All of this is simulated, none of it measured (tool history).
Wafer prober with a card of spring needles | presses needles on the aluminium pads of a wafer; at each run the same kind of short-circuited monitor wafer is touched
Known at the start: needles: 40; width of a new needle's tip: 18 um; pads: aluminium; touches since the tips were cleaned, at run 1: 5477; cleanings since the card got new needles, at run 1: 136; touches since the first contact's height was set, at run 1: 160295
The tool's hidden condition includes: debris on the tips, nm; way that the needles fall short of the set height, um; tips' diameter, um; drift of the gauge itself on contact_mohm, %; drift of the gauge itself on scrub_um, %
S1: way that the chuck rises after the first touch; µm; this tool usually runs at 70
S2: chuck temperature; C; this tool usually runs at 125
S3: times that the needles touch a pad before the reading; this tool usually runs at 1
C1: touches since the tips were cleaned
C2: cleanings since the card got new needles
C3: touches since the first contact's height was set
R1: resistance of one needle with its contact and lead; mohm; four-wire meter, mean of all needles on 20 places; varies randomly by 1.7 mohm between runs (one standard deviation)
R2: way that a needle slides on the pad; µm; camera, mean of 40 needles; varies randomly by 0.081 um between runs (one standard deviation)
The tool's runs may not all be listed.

Run 1, hour 0.0: usual settings; C1 5477; C2 136; C3 160295. Result: R1 294 mohm, R2 15.44 µm.
At hour 5.2: tips cleaned on abrasive film.
At hour 8.0: height of the first contact set anew.
At hour 15.8: tips cleaned on abrasive film.
At hour 26.2: tips cleaned on abrasive film.
At hour 39.2: tips cleaned on abrasive film.
At hour 52.2: tips cleaned on abrasive film.
At hour 62.5: tips cleaned on abrasive film.
Run 2, hour 66.5: usual settings; C1 2824; C2 142; C3 41073. Result: R1 259 mohm, R2 15.71 µm.
At hour 74.3: tips cleaned on abrasive film.
At hour 87.3: tips cleaned on abrasive film.
At hour 100.3: tips cleaned on abrasive film.
At hour 113.2: tips cleaned on abrasive film.
At hour 126.2: tips cleaned on abrasive film.
Run 3, hour 135.2: usual settings; C1 6400; C2 147; C3 89364. Result: R1 314 mohm, R2 15.68 µm.
At hour 137.9: tips cleaned on abrasive film.
At hour 150.9: tips cleaned on abrasive film.
At hour 161.2: tips cleaned on abrasive film.
Run 4, hour 164.3: usual settings; C1 2134; C2 150; C3 109712. Result: R1 250 mohm, R2 15.54 µm.
At hour 172.1: tips cleaned on abrasive film.
At hour 182.5: tips cleaned on abrasive film.
At hour 192.8: tips cleaned on abrasive film.
Run 5, hour 197.3: usual settings; C1 3174; C2 153; C3 132919. Result: R1 275 mohm, R2 15.44 µm.
At hour 205.1: tips cleaned on abrasive film.
At hour 215.5: tips cleaned on abrasive film.
At hour 226.6: tips cleaned on abrasive film.
Run 6, hour 226.6: usual settings; C1 0; C2 156; C3 153438. Result: R1 188 mohm, R2 15.30 µm.
At hour 239.6: tips cleaned on abrasive film.
At hour 245.0: height of the first contact set anew.
At hour 252.8: tips cleaned on abrasive film.
At hour 263.2: tips cleaned on abrasive film.
Run 7, hour 273.5: usual settings; C1 7272; C2 159; C3 20022. Result: R1 317 mohm, R2 15.94 µm.
At hour 276.1: tips cleaned on abrasive film.
At hour 289.1: tips cleaned on abrasive film.
At hour 302.1: tips cleaned on abrasive film.
At hour 315.0: tips cleaned on abrasive film.
At hour 328.0: tips cleaned on abrasive film.
At hour 340.9: tips cleaned on abrasive film.
Run 8, hour 343.5: usual settings; C1 1830; C2 165; C3 69208. Result: R1 244 mohm, R2 15.73 µm.
At hour 351.5: tips cleaned on abrasive film.
At hour 361.9: tips cleaned on abrasive film.
At hour 372.3: tips cleaned on abrasive film.
Run 9, hour 380.2: usual settings; C1 5614; C2 168; C3 94948. Result: R1 316 mohm, R2 15.53 µm.
At hour 382.9: tips cleaned on abrasive film.
At hour 395.8: tips cleaned on abrasive film.
At hour 408.8: tips cleaned on abrasive film.
At hour 419.2: tips cleaned on abrasive film.
At hour 432.1: tips cleaned on abrasive film.
At hour 442.5: tips cleaned on abrasive film.
Run 10, hour 447.5: usual settings; C1 3566; C2 174; C3 142227. Result: R1 290 mohm, R2 15.37 µm.
At hour 455.4: tips cleaned on abrasive film.
At hour 465.7: tips cleaned on abrasive film.
At hour 476.1: tips cleaned on abrasive film.
At hour 481.6: height of the first contact set anew.
At hour 489.4: tips cleaned on abrasive film.
At hour 502.4: tips cleaned on abrasive film.
At hour 512.7: tips cleaned on abrasive film.
Run 11, hour 516.6: usual settings; C1 2736; C2 180; C3 24592. Result: R1 261 mohm, R2 15.91 µm.
At hour 524.4: tips cleaned on abrasive film.
At hour 537.4: tips cleaned on abrasive film.
Run 12, hour 546.7: usual settings but S3 2; C1 6574; C2 182; C3 45735. Result: R1 268 mohm, R2 15.84 µm.
At hour 549.3: tips cleaned on abrasive film.
At hour 562.3: tips cleaned on abrasive film.
At hour 575.3: tips cleaned on abrasive film.
At hour 588.2: tips cleaned on abrasive film.
At hour 598.6: tips cleaned on abrasive film.
At hour 611.6: tips cleaned on abrasive film.
Run 13, hour 614.2: usual settings; C1 1849; C2 188; C3 93119. Result: R1 242 mohm, R2 15.65 µm.
At hour 622.0: tips cleaned on abrasive film.
At hour 635.0: tips cleaned on abrasive film.
Run 14, hour 644.3: usual settings but S1 59 µm; C1 6616; C2 190; C3 114319. Result: R1 401 mohm, R2 13.07 µm.
At hour 647.0: tips cleaned on abrasive film.
At hour 659.9: tips cleaned on abrasive film.
At hour 670.3: tips cleaned on abrasive film.
At hour 683.3: tips cleaned on abrasive film.
Run 15, hour 690.4: usual settings but S1 59 µm; C1 5005; C2 194; C3 146645. Result: R1 357 mohm, R2 13.11 µm.
At hour 695.6: tips cleaned on abrasive film.
At hour 706.0: tips cleaned on abrasive film.
At hour 718.9: tips cleaned on abrasive film.
At hour 719.2: height of the first contact set anew.
At hour 729.6: tips cleaned on abrasive film.
At hour 740.0: tips cleaned on abrasive film.
At hour 750.7: tips cleaned on abrasive film.
Run 16, hour 750.7: usual settings but S1 59 µm; C1 0; C2 200; C3 22092. Result: R1 199 mohm, R2 13.24 µm.
At hour 761.1: tips cleaned on abrasive film.
At hour 771.5: tips cleaned on abrasive film.
At hour 781.9: tips cleaned on abrasive film.
At hour 794.9: tips cleaned on abrasive film.
At hour 807.8: tips cleaned on abrasive film.
Run 17, hour 814.4: usual settings but S3 2; C1 4683; C2 205; C3 66847. Result: R1 259 mohm, R2 15.83 µm.
At hour 819.7: tips cleaned on abrasive film.
At hour 830.1: tips cleaned on abrasive film.
At hour 840.5: tips cleaned on abrasive film.
At hour 853.4: tips cleaned on abrasive film.
At hour 866.4: tips cleaned on abrasive film.
Run 18, hour 875.8: usual settings but S1 87 µm, S2 43 C; C1 6698; C2 210; C3 109971. Result: R1 282 mohm, R2 19.43 µm.
At hour 878.5: tips cleaned on abrasive film.
At hour 888.9: tips cleaned on abrasive film.
At hour 901.9: tips cleaned on abrasive film.
At hour 912.2: tips cleaned on abrasive film.
Run 19, hour 915.7: usual settings but S1 76 µm, S2 89 C; C1 2412; C2 214; C3 137882. Result: R1 250 mohm, R2 16.67 µm.
At hour 923.5: tips cleaned on abrasive film.
At hour 933.9: tips cleaned on abrasive film.
At hour 944.2: tips cleaned on abrasive film.
At hour 954.8: height of the first contact set anew.
At hour 957.5: tips cleaned on abrasive film.
At hour 970.5: tips cleaned on abrasive film.
At hour 982.6: tips cleaned on abrasive film.
Run 20, hour 982.6: usual settings but S1 53 µm, S2 81 C, S3 2; C1 0; C2 220; C3 19464. Result: R1 182 mohm, R2 11.96 µm.
At hour 995.6: tips cleaned on abrasive film.
At hour 1006.0: tips cleaned on abrasive film.
At hour 1018.9: tips cleaned on abrasive film.
At hour 1029.3: tips cleaned on abrasive film.
Run 21, hour 1032.2: usual settings but S1 64 µm, S2 87 C, S3 2; C1 2070; C2 224; C3 54318. Result: R1 246 mohm, R2 14.33 µm.
At hour 1040.1: tips cleaned on abrasive film.
At hour 1053.0: tips cleaned on abrasive film.
At hour 1066.0: tips cleaned on abrasive film.
At hour 1078.9: tips cleaned on abrasive film.
At hour 1091.6: tips cleaned on abrasive film.
Run 22, hour 1091.6: usual settings but S1 52 µm, S2 28 C, S3 2; C1 0; C2 229; C3 95995. Result: R1 180 mohm, R2 11.53 µm.
At hour 1102.0: tips cleaned on abrasive film.
At hour 1114.9: tips cleaned on abrasive film.
At hour 1127.9: tips cleaned on abrasive film.
At hour 1140.9: tips cleaned on abrasive film.
At hour 1151.2: tips cleaned on abrasive film.
Run 23, hour 1153.7: usual settings but S1 55 µm, S2 86 C; C1 1710; C2 234; C3 139597. Result: R1 285 mohm, R2 12.05 µm.
At hour 1164.0: tips cleaned on abrasive film.
At hour 1177.0: tips cleaned on abrasive film.
At hour 1187.4: tips cleaned on abrasive film.
At hour 1190.3: height of the first contact set anew.
At hour 1200.7: tips cleaned on abrasive film.
Run 24, hour 1205.6: usual settings but S1 69 µm, S2 124 C, S3 2; C1 3470; C2 238; C3 10757. Result: R1 256 mohm, R2 15.65 µm.
At hour 1213.4: tips cleaned on abrasive film.
At hour 1223.8: tips cleaned on abrasive film.
At hour 1234.1: tips cleaned on abrasive film.
At hour 1247.1: tips cleaned on abrasive film.
Run 25, hour 1248.1: usual settings but S1 66 µm, S2 124 C, S3 2; C1 713; C2 242; C3 40611. Result: R1 209 mohm, R2 14.82 µm.

Pick out some run-to-run changes in R1. Of each, how much would a tool without hidden state show as well, from the settings, what came in and chance, and how much is left for the hidden state and any gauge scatter not in both results compared?
Run 13 -> 14: S1 70 -> 59, tips cleaned on abrasive film, tips cleaned on abrasive film. R1 +159 mohm: hidden state +158, all else +1.
Run 15 -> 16: tips cleaned on abrasive film, tips cleaned on abrasive film, tips cleaned on abrasive film, height of the first contact set anew, tips cleaned on abrasive film, tips cleaned on abrasive film, tips cleaned on abrasive film. R1 -158 mohm: hidden state -161, all else +3.
